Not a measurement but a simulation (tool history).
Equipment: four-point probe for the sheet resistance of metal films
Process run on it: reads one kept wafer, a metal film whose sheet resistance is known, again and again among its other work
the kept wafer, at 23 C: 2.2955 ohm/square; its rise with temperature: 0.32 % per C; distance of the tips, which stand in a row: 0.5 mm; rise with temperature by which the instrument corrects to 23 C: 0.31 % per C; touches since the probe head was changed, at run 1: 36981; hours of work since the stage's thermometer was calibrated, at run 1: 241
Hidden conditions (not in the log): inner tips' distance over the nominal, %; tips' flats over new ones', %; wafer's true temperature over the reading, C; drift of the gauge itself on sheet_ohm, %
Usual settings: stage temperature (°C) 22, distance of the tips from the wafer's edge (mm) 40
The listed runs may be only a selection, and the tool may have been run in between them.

run   hour  stage temperature (°C)  distance of the tips from the wafer's edge (mm)  touches since the probe head was changed  hours of work since the stage's thermometer was calibrated  sheet resistance as the instrument gives it (ohm/square)
  1    0.0                      22                                               40                                     36981                                                         241                                                  2.296345
  2   18.6                      22                                               63                                     37777                                                         253                                                  2.295760
  3   40.6                      22                                               40                                     38723                                                         268                                                  2.295706
  4   58.0                      22                                               40                                     39465                                                         279                                                  2.295574
  5   70.2                      22                                               40                                     39990                                                         287                                                  2.295101
  6   79.3                      34                                               40                                     40380                                                         293                                                  2.298231
  7   92.4                      34                                               40                                     40939                                                         302                                                  2.297436
  8  109.8                      22                                                8                                     41685                                                         313                                                  2.300630
  9  128.4                      22                                               40                                     42482                                                         325                                                  2.295289
 10  143.2                      22                                               40                                     43117                                                         335                                                  2.294681
 11  155.5                      22                                               36                                     43643                                                         343                                                  2.295277
 12  167.5                      22                                               36                                     44159                                                         351                                                  2.295548
 13  176.7                      19                                               15                                     44555                                                         357                                                  2.295276
 14  187.2                      19                                               15                                     45003                                                         364                                                  2.295915
 15  200.6                      21                                               68                                     45578                                                         372                                                  2.295287
 16  222.6                      21                                               68                                     46519                                                         387                                                  2.294498
 17  232.2                      21                                               68                                     46933                                                         393                                                  2.294477
 18  243.7                      21                                                5                                     47424                                                         401                                                  2.308247

Predict the results of run 19:
 19  258.4                      21                                                5                                     48053                                                         410                                                         ?

{"run 19": {"sheet resistance as the instrument gives it (ohm/square)": 2.306648}}
On a tool with no hidden condition, and with the same random variation, this run would have come out at sheet resistance as the instrument gives it (ohm/square) 2.306729.
